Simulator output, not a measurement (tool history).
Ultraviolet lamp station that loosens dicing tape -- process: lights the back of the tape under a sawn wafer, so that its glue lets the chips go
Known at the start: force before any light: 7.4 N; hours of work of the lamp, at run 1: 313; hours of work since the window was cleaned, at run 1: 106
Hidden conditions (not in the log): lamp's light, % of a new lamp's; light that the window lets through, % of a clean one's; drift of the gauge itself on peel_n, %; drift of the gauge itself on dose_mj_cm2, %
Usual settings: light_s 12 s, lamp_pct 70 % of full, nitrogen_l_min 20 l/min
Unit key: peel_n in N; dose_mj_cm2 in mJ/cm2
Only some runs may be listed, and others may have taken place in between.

| run | hour | light_s | lamp_pct | nitrogen_l_min | hours of work of the lamp | hours of work since the window was cleaned | peel_n | dose_mj_cm2 |
|---|---|---|---|---|---|---|---|---|
| 1 | 0 | 12 | 70 | 20 | 313 | 106 | 0.551 | 360 |
| 2 | 8.6 | 12 | 70 | 20 | 320 | 112 | 0.562 | 354 |
| 3 | 15.5 | 12 | 70 | 20 | 325 | 117 | 0.558 | 361 |
| 4 | 25.5 | 12 | 70 | 20 | 333 | 125 | 0.539 | 354 |
| 5 | 36.6 | 12 | 70 | 20 | 341 | 133 | 0.577 | 353 |
| 6 | 42.4 | 12 | 70 | 20 | 346 | 138 | 0.584 | 353 |
| 7 | 50.1 | 12 | 70 | 20 | 352 | 144 | 0.577 | 349 |
| 8 | 62.3 | 12 | 70 | 20 | 361 | 153 | 0.604 | 357 |
| 9 | 73.3 | 12 | 70 | 20 | 369 | 161 | 0.575 | 350 |
| 10 | 81.4 | 12 | 70 | 20 | 375 | 167 | 0.595 | 348 |
| 11 | 93.5 | 12 | 70 | 20 | 385 | 177 | 0.613 | 348 |
| 12 | 103.9 | 12 | 70 | 11 | 392 | 185 | 0.93 | 349 |
| 13 | 114.3 | 12 | 70 | 11 | 400 | 192 | 0.907 | 343 |
| 14 | 122.3 | 12 | 73 | 20 | 406 | 199 | 0.556 | 356 |
| 15 | 130.4 | 12 | 73 | 20 | 413 | 205 | 0.567 | 357 |
| 16 | 137.7 | 12 | 73 | 20 | 418 | 210 | 0.585 | 362 |
|  | 150.6 | window cleaned of glue's vapour |
| 17 | 151 | 12 | 73 | 20 | 428 | 0 | 0.493 | 383 |
| 18 | 156.6 | 12 | 73 | 20 | 432 | 5 | 0.504 | 372 |
| 19 | 167.3 | 12 | 73 | 20 | 440 | 13 | 0.505 | 375 |
| 20 | 179 | 22 | 83 | 16 | 449 | 22 | 0.152 | 782 |
| 21 | 187.3 | 7 | 64 | 32 | 455 | 28 | 1.419 | 188 |
| 22 | 199 | 17 | 82 | 18 | 464 | 37 | 0.223 | 587 |
| 23 | 204.4 | 11 | 65 | 24 | 469 | 41 | 0.722 | 297 |
| 24 | 211.6 | 11 | 65 | 24 | 474 | 46 | 0.705 | 303 |
| 25 | 217.8 | 11 | 90 | 12 | 479 | 51 | 0.609 | 420 |
| 26 | 228.5 | 11 | 80 | 31 | 487 | 59 | 0.385 | 371 |
| 27 | 236.5 | 11 | 80 | 31 | 493 | 65 | 0.404 | 365 |
| 28 | 245.9 | 18 | 81 | 9 | 500 | 72 | 0.315 | 608 |
| 29 | 252.1 | 18 | 81 | 9 | 505 | 77 | 0.341 | 607 |
| 30 | 260 | 6 | 93 | 9 | 511 | 83 | 1.937 | 235 |
| 31 | 266.1 | 19 | 70 | 20 | 515 | 88 | 0.229 | 553 |
| 32 | 273 | 19 | 70 | 20 | 521 | 93 | 0.233 | 547 |

Here are 5 independent what-if runs from the current tool condition. What would each one return?
| A | 282.5 | 15 | 90 | 9 | 528 | 100 | ? | ? |
| B | 282.5 | 22 | 61 | 27 | 528 | 100 | ? | ? |
| C | 282.5 | 19 | 74 | 20 | 528 | 100 | ? | ? |
| D | 282.5 | 14 | 64 | 21 | 528 | 100 | ? | ? |
| E | 282.5 | 16 | 76 | 20 | 528 | 100 | ? | ? |

| run | peel_n | dose_mj_cm2 |
|---|---|---|
| A | 0.389 | 556 |
| B | 0.191 | 556 |
| C | 0.204 | 572 |
| D | 0.509 | 371 |
| E | 0.269 | 507 |
Stripped of hidden state, with their random variation kept, the same runs would have yielded:
| run | peel_n | dose_mj_cm2 |
|---|---|---|
| A | 0.292 | 633 |
| B | 0.162 | 633 |
| C | 0.169 | 652 |
| D | 0.38 | 422 |
| E | 0.211 | 576 |
